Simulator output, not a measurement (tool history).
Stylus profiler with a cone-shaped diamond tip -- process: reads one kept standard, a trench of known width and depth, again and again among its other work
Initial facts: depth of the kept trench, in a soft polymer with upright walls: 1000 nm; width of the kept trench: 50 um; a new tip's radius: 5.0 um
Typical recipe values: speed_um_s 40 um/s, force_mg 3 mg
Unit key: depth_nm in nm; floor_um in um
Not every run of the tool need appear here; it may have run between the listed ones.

{"run": 1, "hour": 0.0, "speed_um_s": 40, "force_mg": 3, "depth_nm": 1010, "floor_um": 43.77}
{"run": 2, "hour": 8.7, "speed_um_s": 40, "force_mg": 3, "depth_nm": 1010.02, "floor_um": 43.74}
{"run": 3, "hour": 23.2, "speed_um_s": 40, "force_mg": 3, "depth_nm": 1009.77, "floor_um": 43.77}
{"run": 4, "hour": 35.2, "speed_um_s": 40, "force_mg": 3, "depth_nm": 1009.78, "floor_um": 43.6}
{"run": 5, "hour": 43.6, "speed_um_s": 40, "force_mg": 3, "depth_nm": 1009.94, "floor_um": 43.64}
{"run": 6, "hour": 59.2, "speed_um_s": 56, "force_mg": 3, "depth_nm": 1010.05, "floor_um": 43.6}
{"run": 7, "hour": 78.6, "speed_um_s": 56, "force_mg": 3, "depth_nm": 1009.85, "floor_um": 43.49}
{"run": 8, "hour": 86.9, "speed_um_s": 56, "force_mg": 3, "depth_nm": 1010.1, "floor_um": 43.48}
{"run": 9, "hour": 104.6, "speed_um_s": 56, "force_mg": 3, "depth_nm": 1010.23, "floor_um": 43.45}
{"run": 10, "hour": 119.4, "speed_um_s": 103, "force_mg": 3, "depth_nm": 1010.36, "floor_um": 43.31}
{"run": 11, "hour": 138.9, "speed_um_s": 40, "force_mg": 3, "depth_nm": 1010.04, "floor_um": 43.47}
{"run": 12, "hour": 156.1, "speed_um_s": 40, "force_mg": 8.82, "depth_nm": 1020.3, "floor_um": 43.43}
{"run": 13, "hour": 173.1, "speed_um_s": 40, "force_mg": 6.97, "depth_nm": 1017.56, "floor_um": 43.4}
{"run": 14, "hour": 183.4, "speed_um_s": 112, "force_mg": 6.97, "depth_nm": 1017.33, "floor_um": 43.19}
{"run": 15, "hour": 202.4, "speed_um_s": 112, "force_mg": 6.97, "depth_nm": 1017.41, "floor_um": 43.18}
{"run": 16, "hour": 215.5, "speed_um_s": 72, "force_mg": 3, "depth_nm": 1010.3, "floor_um": 43.14}
{"run": 17, "hour": 234.7, "speed_um_s": 18, "force_mg": 1.13, "depth_nm": 1005.94, "floor_um": 43.21}

The next listed run, before its measurement:
{"run": 18, "hour": 253.9, "speed_um_s": 19, "force_mg": 3.87, "depth_nm": "?", "floor_um": "?"}

depth_nm: 1012.24 nm
floor_um: 43.29 um
Had the tool carried no hidden state, the very same run would have given depth_nm 1011.05 nm, floor_um 44.01 um.

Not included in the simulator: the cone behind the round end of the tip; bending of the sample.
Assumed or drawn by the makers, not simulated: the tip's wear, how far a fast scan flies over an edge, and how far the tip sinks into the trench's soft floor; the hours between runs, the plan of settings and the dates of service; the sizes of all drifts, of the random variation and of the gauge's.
